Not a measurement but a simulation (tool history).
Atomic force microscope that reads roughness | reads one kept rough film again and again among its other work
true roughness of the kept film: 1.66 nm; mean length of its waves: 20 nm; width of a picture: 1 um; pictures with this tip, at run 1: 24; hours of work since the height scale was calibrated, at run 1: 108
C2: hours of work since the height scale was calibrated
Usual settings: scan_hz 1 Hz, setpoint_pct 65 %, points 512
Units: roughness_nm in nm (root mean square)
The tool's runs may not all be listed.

run 1 hour=0 | scan_hz=1 setpoint_pct=65 points=512 | pictures_with_this_tip=24 C2=108 | roughness_nm=1.267
run 2 hour=7.6 | scan_hz=1 setpoint_pct=65 points=512 | pictures_with_this_tip=36 C2=113 | roughness_nm=1.217
run 3 hour=18.8 | scan_hz=1 setpoint_pct=65 points=314 | pictures_with_this_tip=54 C2=119 | roughness_nm=1.142
run 4 hour=25.6 | scan_hz=0.57 setpoint_pct=65 points=512 | pictures_with_this_tip=65 C2=124 | roughness_nm=1.141
run 5 hour=32.2 | scan_hz=1 setpoint_pct=65 points=935 | pictures_with_this_tip=75 C2=128 | roughness_nm=1.101
-- hour=37.7 new tip fitted
run 6 hour=43.5 | scan_hz=0.98 setpoint_pct=65 points=512 | pictures_with_this_tip=10 C2=134 | roughness_nm=1.369
run 7 hour=50.6 | scan_hz=1 setpoint_pct=65 points=512 | pictures_with_this_tip=21 C2=138 | roughness_nm=1.317
run 8 hour=58.8 | scan_hz=1 setpoint_pct=65 points=451 | pictures_with_this_tip=34 C2=143 | roughness_nm=1.267
run 9 hour=70.3 | scan_hz=3.66 setpoint_pct=65 points=451 | pictures_with_this_tip=52 C2=150 | roughness_nm=1.098
run 10 hour=81.4 | scan_hz=3.66 setpoint_pct=65 points=451 | pictures_with_this_tip=70 C2=157 | roughness_nm=1.042
run 11 hour=86.8 | scan_hz=3.66 setpoint_pct=65 points=451 | pictures_with_this_tip=78 C2=160 | roughness_nm=1.013
-- hour=90 new tip fitted
run 12 hour=94.2 | scan_hz=3.66 setpoint_pct=65 points=451 | pictures_with_this_tip=6 C2=164 | roughness_nm=1.273
run 13 hour=104.2 | scan_hz=3.66 setpoint_pct=65 points=451 | pictures_with_this_tip=22 C2=171 | roughness_nm=1.194
run 14 hour=111.1 | scan_hz=2.67 setpoint_pct=65 points=512 | pictures_with_this_tip=33 C2=175 | roughness_nm=1.195
run 15 hour=120.7 | scan_hz=0.6 setpoint_pct=65 points=512 | pictures_with_this_tip=49 C2=181 | roughness_nm=1.209
run 16 hour=132 | scan_hz=0.6 setpoint_pct=65 points=512 | pictures_with_this_tip=67 C2=187 | roughness_nm=1.155
-- hour=143.3 new tip fitted
run 17 hour=143.8 | scan_hz=1 setpoint_pct=65 points=512 | pictures_with_this_tip=1 C2=194 | roughness_nm=1.392
run 18 hour=149.4 | scan_hz=1 setpoint_pct=65 points=512 | pictures_with_this_tip=10 C2=198 | roughness_nm=1.347
run 19 hour=156.5 | scan_hz=1 setpoint_pct=68 points=512 | pictures_with_this_tip=21 C2=202 | roughness_nm=1.299
run 20 hour=165.6 | scan_hz=1 setpoint_pct=68 points=512 | pictures_with_this_tip=35 C2=207 | roughness_nm=1.252
run 21 hour=173.7 | scan_hz=1 setpoint_pct=68 points=512 | pictures_with_this_tip=48 C2=212 | roughness_nm=1.175
run 22 hour=183.4 | scan_hz=1 setpoint_pct=68 points=512 | pictures_with_this_tip=64 C2=218 | roughness_nm=1.128
run 23 hour=191.9 | scan_hz=1 setpoint_pct=68 points=512 | pictures_with_this_tip=77 C2=223 | roughness_nm=1.079
-- hour=195.9 new tip fitted
run 24 hour=201.4 | scan_hz=1 setpoint_pct=68 points=701 | pictures_with_this_tip=8 C2=229 | roughness_nm=1.37
run 25 hour=206.7 | scan_hz=2.72 setpoint_pct=65 points=512 | pictures_with_this_tip=17 C2=232 | roughness_nm=1.261
run 26 hour=212.9 | scan_hz=0.57 setpoint_pct=65 points=549 | pictures_with_this_tip=27 C2=236 | roughness_nm=1.311
run 27 hour=221.4 | scan_hz=0.57 setpoint_pct=65 points=549 | pictures_with_this_tip=40 C2=241 | roughness_nm=1.255
run 28 hour=226.2 | scan_hz=2.72 setpoint_pct=65 points=890 | pictures_with_this_tip=48 C2=244 | roughness_nm=1.145
run 29 hour=237.3 | scan_hz=1.46 setpoint_pct=89 points=808 | pictures_with_this_tip=66 C2=251 | roughness_nm=1.008
-- hour=248.7 new tip fitted
run 30 hour=249.3 | scan_hz=0.99 setpoint_pct=58 points=259 | pictures_with_this_tip=1 C2=257 | roughness_nm=1.374
run 31 hour=254.5 | scan_hz=2.94 setpoint_pct=86 points=574 | pictures_with_this_tip=9 C2=261 | roughness_nm=1.063
run 32 hour=263.1 | scan_hz=0.52 setpoint_pct=56 points=574 | pictures_with_this_tip=23 C2=266 | roughness_nm=1.328
run 33 hour=270 | scan_hz=0.53 setpoint_pct=56 points=459 | pictures_with_this_tip=34 C2=270 | roughness_nm=1.277
run 34 hour=280.3 | scan_hz=0.53 setpoint_pct=56 points=459 | pictures_with_this_tip=50 C2=276 | roughness_nm=1.218
run 35 hour=286.1 | scan_hz=0.53 setpoint_pct=62 points=360 | pictures_with_this_tip=59 C2=280 | roughness_nm=1.157
run 36 hour=291 | scan_hz=0.53 setpoint_pct=62 points=360 | pictures_with_this_tip=67 C2=283 | roughness_nm=1.141
-- hour=301.6 new tip fitted
run 37 hour=301.7 | scan_hz=0.53 setpoint_pct=62 points=360 | pictures_with_this_tip=0 C2=289 | roughness_nm=1.422
run 38 hour=313.3 | scan_hz=3.73 setpoint_pct=62 points=918 | pictures_with_this_tip=19 C2=296 | roughness_nm=1.233
run 39 hour=322.5 | scan_hz=3.73 setpoint_pct=62 points=918 | pictures_with_this_tip=33 C2=302 | roughness_nm=1.184
run 40 hour=330.4 | scan_hz=3.73 setpoint_pct=62 points=918 | pictures_with_this_tip=46 C2=306 | roughness_nm=1.145
run 41 hour=341.3 | scan_hz=1 setpoint_pct=70 points=276 | pictures_with_this_tip=63 C2=313 | roughness_nm=1.117
run 42 hour=347.7 | scan_hz=3.11 setpoint_pct=58 points=512 | pictures_with_this_tip=73 C2=317 | roughness_nm=1.085
-- hour=354 new tip fitted
run 43 hour=357.9 | scan_hz=1.18 setpoint_pct=65 points=512 | pictures_with_this_tip=6 C2=323 | roughness_nm=1.381
run 44 hour=364.9 | scan_hz=1.18 setpoint_pct=65 points=512 | pictures_with_this_tip=17 C2=327 | roughness_nm=1.322
run 45 hour=375.3 | scan_hz=1.18 setpoint_pct=65 points=512 | pictures_with_this_tip=34 C2=333 | roughness_nm=1.248

5 ways to go on from here, each from the tool as it stands after run 45. What would each give?
run A hour=380.6 | scan_hz=1 setpoint_pct=70 points=512 | pictures_with_this_tip=42 C2=336 | roughness_nm=?
run B hour=380.6 | scan_hz=1.05 setpoint_pct=65 points=512 | pictures_with_this_tip=42 C2=336 | roughness_nm=?
run C hour=380.6 | scan_hz=1.18 setpoint_pct=62 points=731 | pictures_with_this_tip=42 C2=336 | roughness_nm=?
run D hour=380.6 | scan_hz=1 setpoint_pct=65 points=942 | pictures_with_this_tip=42 C2=336 | roughness_nm=?
run E hour=380.6 | scan_hz=1.22 setpoint_pct=70 points=512 | pictures_with_this_tip=42 C2=336 | roughness_nm=?

run=A roughness_nm=1.225
run=B roughness_nm=1.219
run=C roughness_nm=1.221
run=D roughness_nm=1.23
run=E roughness_nm=1.201
Without the tool's hidden state the same runs would have given:
run=A roughness_nm=1.419
run=B roughness_nm=1.413
run=C roughness_nm=1.416
run=D roughness_nm=1.427
run=E roughness_nm=1.392
